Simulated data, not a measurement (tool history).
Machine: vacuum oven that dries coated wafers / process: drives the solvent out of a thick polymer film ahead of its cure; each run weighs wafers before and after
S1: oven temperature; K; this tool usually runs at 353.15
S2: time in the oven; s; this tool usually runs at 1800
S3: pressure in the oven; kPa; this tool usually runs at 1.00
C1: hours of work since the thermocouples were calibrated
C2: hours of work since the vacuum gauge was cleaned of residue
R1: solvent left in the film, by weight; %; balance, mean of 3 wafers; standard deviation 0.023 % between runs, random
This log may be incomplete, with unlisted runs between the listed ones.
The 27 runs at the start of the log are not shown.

run    hour      S1    S2    S3    C1    C2    R1
     2700.8  -- oven's thermocouples calibrated
 28  2729.6  353.15  2340  3.73    22   985  2.29
 29  2790.9  353.15  1740  3.52    68  1032  3.38
 30  2907.9  344.15  3180  1.00   157  1121  2.06
 31  2972.9  344.15  3180  1.00   207  1170  2.10
 32  3085.0  353.15  1440  1.00   292  1255  3.69
 33  3174.2  348.15  1560  0.65   360  1323  4.30
 34  3293.5  348.15  1560  0.65   450  1414  4.30
 35  3350.4  351.15  2040  1.00   494  1457  2.48
 36  3433.7  351.15  2040  1.00   557  1520  2.47
 37  3519.0  351.15  2040  1.00   622  1585  2.55
 38  3608.0  345.15  2040  2.41   689  1653  4.22
     3639.6  -- vacuum gauge cleaned of residue and calibrated
 39  3717.3  365.15  1080  2.01   771    59  2.73
 40  3776.8  365.15  2460  2.38   816   104  0.65
 41  3881.6  365.15  2460  2.38   896   184  0.63
 42  3982.8  365.15  2460  2.38   973   261  0.62
 43  4048.3  365.15  2460  2.38  1023   310  0.62
 44  4131.4  365.15  2460  2.38  1086   374  0.65
 45  4214.9  365.15  2460  2.38  1149   437  0.64

Forecast each of these 3 alternatives for the next run:
  A  4281.3  345.15  2100  3.14  1200  488   ?
  B  4281.3  365.15  2460  3.78  1200  488   ?
  C  4281.3  353.15  1140  1.00  1200  488   ?

run    R1
  A  4.27
  B  0.87
  C  4.82
With the hidden condition removed and each run's random variation left untouched, the same runs would have given:
run    R1
  A  4.26
  B  0.87
  C  4.81
